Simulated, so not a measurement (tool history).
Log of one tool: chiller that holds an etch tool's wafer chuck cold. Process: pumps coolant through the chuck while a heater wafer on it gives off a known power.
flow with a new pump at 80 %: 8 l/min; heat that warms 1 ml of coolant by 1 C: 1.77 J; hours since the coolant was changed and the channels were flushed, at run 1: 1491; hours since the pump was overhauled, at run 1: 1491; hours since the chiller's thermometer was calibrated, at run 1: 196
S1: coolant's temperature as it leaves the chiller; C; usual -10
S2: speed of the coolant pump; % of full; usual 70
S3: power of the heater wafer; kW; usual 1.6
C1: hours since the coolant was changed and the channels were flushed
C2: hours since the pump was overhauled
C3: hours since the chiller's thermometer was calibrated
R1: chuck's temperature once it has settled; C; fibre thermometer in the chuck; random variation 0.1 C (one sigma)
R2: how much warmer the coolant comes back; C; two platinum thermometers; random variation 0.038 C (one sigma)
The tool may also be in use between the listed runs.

run 1 hour=0 | S1=-10 S2=70 S3=1.6 | C1=1491 C2=1491 C3=196 | R1=5.3 R2=8.22
run 2 hour=33.1 | S1=-2 S2=70 S3=1.6 | C1=1524 C2=1524 C3=229 | R1=13.3 R2=8.23
run 3 hour=80.1 | S1=-2 S2=91 S3=1.6 | C1=1571 C2=1571 C3=276 | R1=10.5 R2=6.23
run 4 hour=124.7 | S1=-2 S2=91 S3=1.6 | C1=1615 C2=1615 C3=321 | R1=10.4 R2=6.23
run 5 hour=173 | S1=-2 S2=91 S3=1.6 | C1=1664 C2=1664 C3=369 | R1=10.7 R2=6.23
run 6 hour=241.6 | S1=-2 S2=91 S3=2.166 | C1=1732 C2=1732 C3=437 | R1=14.8 R2=8.47
run 7 hour=274.9 | S1=-10 S2=70 S3=1.6 | C1=1766 C2=1766 C3=471 | R1=5.6 R2=8.24
run 8 hour=322.7 | S1=-10 S2=70 S3=1.6 | C1=1813 C2=1813 C3=519 | R1=5.4 R2=8.31
run 9 hour=382 | S1=-10 S2=70 S3=1.6 | C1=1873 C2=1873 C3=578 | R1=5.5 R2=8.36
run 10 hour=442.4 | S1=-10 S2=70 S3=1.6 | C1=1933 C2=1933 C3=638 | R1=5.7 R2=8.24
run 11 hour=494.8 | S1=-10 S2=70 S3=1.599 | C1=1986 C2=1986 C3=691 | R1=5.8 R2=8.43
run 12 hour=525.6 | S1=-10 S2=70 S3=1.599 | C1=2016 C2=2016 C3=722 | R1=5.7 R2=8.39
run 13 hour=556.1 | S1=-10 S2=70 S3=1.6 | C1=2047 C2=2047 C3=752 | R1=5.7 R2=8.41
run 14 hour=623.6 | S1=-10 S2=70 S3=1.6 | C1=2114 C2=2114 C3=820 | R1=5.5 R2=8.42
run 15 hour=679.4 | S1=-10 S2=70 S3=1.6 | C1=2170 C2=2170 C3=875 | R1=5.8 R2=8.45
run 16 hour=741.9 | S1=-10 S2=70 S3=1.6 | C1=2233 C2=2233 C3=938 | R1=5.8 R2=8.41
run 17 hour=809.2 | S1=-1 S2=70 S3=1.6 | C1=2300 C2=2300 C3=1005 | R1=14.9 R2=8.51
run 18 hour=879.1 | S1=-10 S2=97 S3=1.6 | C1=2370 C2=2370 C3=1075 | R1=2.1 R2=6.02
run 19 hour=931.5 | S1=-10 S2=97 S3=1.6 | C1=2422 C2=2422 C3=1127 | R1=2.4 R2=5.96
run 20 hour=983.9 | S1=-6 S2=96 S3=2.18 | C1=2475 C2=2475 C3=1180 | R1=10.9 R2=8.21
run 21 hour=1046.9 | S1=-13 S2=69 S3=0.908 | C1=2538 C2=2538 C3=1243 | R1=-4.1 R2=4.95
-- hour=1053.9 chiller's thermometer calibrated
run 22 hour=1099.1 | S1=-15 S2=80 S3=1.399 | C1=2589 C2=2589 C3=45 | R1=-2.6 R2=6.49
run 23 hour=1152.8 | S1=-4 S2=80 S3=1.555 | C1=2642 C2=2642 C3=99 | R1=9.8 R2=7.16
run 24 hour=1221.2 | S1=-9 S2=74 S3=1.94 | C1=2711 C2=2711 C3=167 | R1=9.6 R2=9.82
run 25 hour=1280.9 | S1=-9 S2=74 S3=1.94 | C1=2771 C2=2771 C3=227 | R1=9.6 R2=9.78
run 26 hour=1329.3 | S1=-2 S2=95 S3=1.035 | C1=2819 C2=2819 C3=275 | R1=5.6 R2=4.09
run 27 hour=1381.1 | S1=-2 S2=60 S3=0.913 | C1=2871 C2=2871 C3=327 | R1=8.1 R2=5.82
-- hour=1414.2 coolant changed, channels flushed
-- hour=1424 chiller's thermometer calibrated, once more
run 28 hour=1427.9 | S1=-16 S2=69 S3=1.033 | C1=13 C2=2911 C3=4 | R1=-6 R2=5.69
run 29 hour=1485.5 | S1=-16 S2=69 S3=1.033 | C1=70 C2=2968 C3=61 | R1=-5.9 R2=5.73
run 30 hour=1554.9 | S1=-16 S2=69 S3=1.033 | C1=140 C2=3038 C3=131 | R1=-6 R2=5.75
run 31 hour=1601.6 | S1=-19 S2=83 S3=1.13 | C1=186 C2=3084 C3=178 | R1=-9.6 R2=5.05

5 ways to go on from here, each from the tool as it stands after run 31. What would each give?
run A hour=1635.9 | S1=-2 S2=100 S3=1.13 | C1=221 C2=3119 C3=212 | R1=? R2=?
run B hour=1635.9 | S1=-11 S2=81 S3=1.13 | C1=221 C2=3119 C3=212 | R1=? R2=?
run C hour=1635.9 | S1=-16 S2=62 S3=1.13 | C1=221 C2=3119 C3=212 | R1=? R2=?
run D hour=1635.9 | S1=-13 S2=79 S3=1.6 | C1=221 C2=3119 C3=212 | R1=? R2=?
run E hour=1635.9 | S1=-14 S2=61 S3=0.941 | C1=221 C2=3119 C3=212 | R1=? R2=?

run=A R1=5.9 R2=4.2
run=B R1=-1.6 R2=5.28
run=C R1=-4.2 R2=7.05
run=D R1=0.8 R2=7.74
run=E R1=-4.1 R2=5.98
Without the tool's hidden state the same runs would have given:
run=A R1=5.2 R2=3.76
run=B R1=-2.4 R2=4.74
run=C R1=-5.2 R2=6.32
run=D R1=-0.4 R2=6.94
run=E R1=-5 R2=5.37
